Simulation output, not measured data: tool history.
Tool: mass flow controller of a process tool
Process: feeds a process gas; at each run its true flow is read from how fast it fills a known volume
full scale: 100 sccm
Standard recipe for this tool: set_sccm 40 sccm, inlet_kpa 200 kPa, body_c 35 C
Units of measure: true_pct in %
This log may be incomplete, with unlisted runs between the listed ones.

Run 1, hour 0.0: usual settings. Result: true_pct 99.68 %.
Run 2, hour 185.9: usual settings but inlet_kpa 190 kPa. Result: true_pct 99.58 %.
At hour 310.0: controller's zero set anew.
Run 3, hour 369.8: usual settings but inlet_kpa 190 kPa. Result: true_pct 99.73 %.
Run 4, hour 796.1: usual settings but inlet_kpa 190 kPa. Result: true_pct 99.66 %.
Run 5, hour 1130.0: usual settings but inlet_kpa 190 kPa, body_c 24 C. Result: true_pct 99.19 %.
Run 6, hour 1343.9: usual settings but set_sccm 12 sccm. Result: true_pct 99.27 %.
Run 7, hour 1589.4: usual settings but inlet_kpa 208 kPa. Result: true_pct 99.41 %.
Run 8, hour 1887.6: usual settings but inlet_kpa 208 kPa, body_c 40 C. Result: true_pct 99.61 %.
Run 9, hour 2135.9: usual settings but inlet_kpa 208 kPa, body_c 40 C. Result: true_pct 99.60 %.
Run 10, hour 2346.4: usual settings but inlet_kpa 208 kPa, body_c 40 C. Result: true_pct 99.57 %.
Run 11, hour 2525.9: usual settings but inlet_kpa 163 kPa. Result: true_pct 99.37 %.

The next listed run, before its measurement:
Run 12, hour 2822.9: usual settings but set_sccm 65 sccm, inlet_kpa 163 kPa, body_c 20 C. Result: true_pct ?.

true_pct: 99.11 %
Were there no unlogged condition in the tool, this run, its random variation unchanged, would have produced true_pct 99.55 %.
